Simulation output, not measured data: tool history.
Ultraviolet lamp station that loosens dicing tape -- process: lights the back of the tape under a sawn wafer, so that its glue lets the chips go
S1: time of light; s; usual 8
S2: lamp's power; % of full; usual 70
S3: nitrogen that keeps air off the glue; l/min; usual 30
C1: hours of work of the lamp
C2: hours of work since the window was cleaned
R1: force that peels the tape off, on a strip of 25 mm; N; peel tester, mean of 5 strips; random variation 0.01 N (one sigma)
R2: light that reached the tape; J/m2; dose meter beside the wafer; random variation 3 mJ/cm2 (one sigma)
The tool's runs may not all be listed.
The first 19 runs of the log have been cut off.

{"run": 20, "hour": 662.5, "S1": 11, "S2": 70, "S3": 30, "C1": 79, "C2": 186, "R1": 0.312, "R2": 5670}
{"run": 21, "hour": 689.4, "S1": 11, "S2": 70, "S3": 30, "C1": 98, "C2": 205, "R1": 0.314, "R2": 5570}
{"run": 22, "hour": 715.3, "S1": 11, "S2": 70, "S3": 30, "C1": 117, "C2": 224, "R1": 0.329, "R2": 5490}
{"run": 23, "hour": 740.1, "S1": 11, "S2": 70, "S3": 30, "C1": 135, "C2": 243, "R1": 0.324, "R2": 5410}
{"run": 24, "hour": 774.8, "S1": 8, "S2": 87, "S3": 19, "C1": 161, "C2": 268, "R1": 0.463, "R2": 4800}
{"run": 25, "hour": 809.9, "S1": 13, "S2": 70, "S3": 27, "C1": 186, "C2": 294, "R1": 0.271, "R2": 6150}
{"run": 26, "hour": 842.7, "S1": 11, "S2": 82, "S3": 15, "C1": 211, "C2": 318, "R1": 0.35, "R2": 6030}
{"run": 27, "hour": 872.5, "S1": 15, "S2": 86, "S3": 47, "C1": 232, "C2": 340, "R1": 0.207, "R2": 8530}
{"run": 28, "hour": 900.4, "S1": 8, "S2": 86, "S3": 12, "C1": 253, "C2": 360, "R1": 0.615, "R2": 4480}
{"run": 29, "hour": 939.1, "S1": 11, "S2": 66, "S3": 14, "C1": 281, "C2": 388, "R1": 0.569, "R2": 4640}
{"run": 30, "hour": 980.3, "S1": 5, "S2": 84, "S3": 30, "C1": 311, "C2": 419, "R1": 1.035, "R2": 2660}
{"run": 31, "hour": 1020.1, "S1": 7, "S2": 99, "S3": 19, "C1": 340, "C2": 448, "R1": 0.582, "R2": 4210}
{"run": 32, "hour": 1050.2, "S1": 4, "S2": 99, "S3": 10, "C1": 363, "C2": 470, "R1": 1.569, "R2": 2410}
{"run": 33, "hour": 1090.2, "S1": 8, "S2": 78, "S3": 10, "C1": 392, "C2": 499, "R1": 0.888, "R2": 3660}
{"hour": 1121.0, "done": "window cleaned of glue's vapour"}
{"run": 34, "hour": 1121.0, "S1": 8, "S2": 78, "S3": 10, "C1": 414, "C2": 0, "R1": 0.743, "R2": 4170}
{"run": 35, "hour": 1165.8, "S1": 8, "S2": 67, "S3": 11, "C1": 447, "C2": 33, "R1": 0.946, "R2": 3480}
{"run": 36, "hour": 1209.2, "S1": 8, "S2": 67, "S3": 11, "C1": 479, "C2": 65, "R1": 1.011, "R2": 3390}
{"run": 37, "hour": 1232.9, "S1": 8, "S2": 82, "S3": 11, "C1": 496, "C2": 82, "R1": 0.759, "R2": 4120}
{"run": 38, "hour": 1254.7, "S1": 8, "S2": 79, "S3": 10, "C1": 512, "C2": 98, "R1": 0.811, "R2": 3850}
{"run": 39, "hour": 1293.2, "S1": 7, "S2": 66, "S3": 19, "C1": 540, "C2": 126, "R1": 1.054, "R2": 2740}

Expected results for the next run?
{"run": 40, "hour": 1326.8, "S1": 7, "S2": 66, "S3": 39, "C1": 565, "C2": 151, "R1": "?", "R2": "?"}

{"run 40": {"R1": 0.928, "R2": 2780}}
Minus the tool's unlogged condition, the same run would have read R1 0.578 N, R2 3770 J/m2.
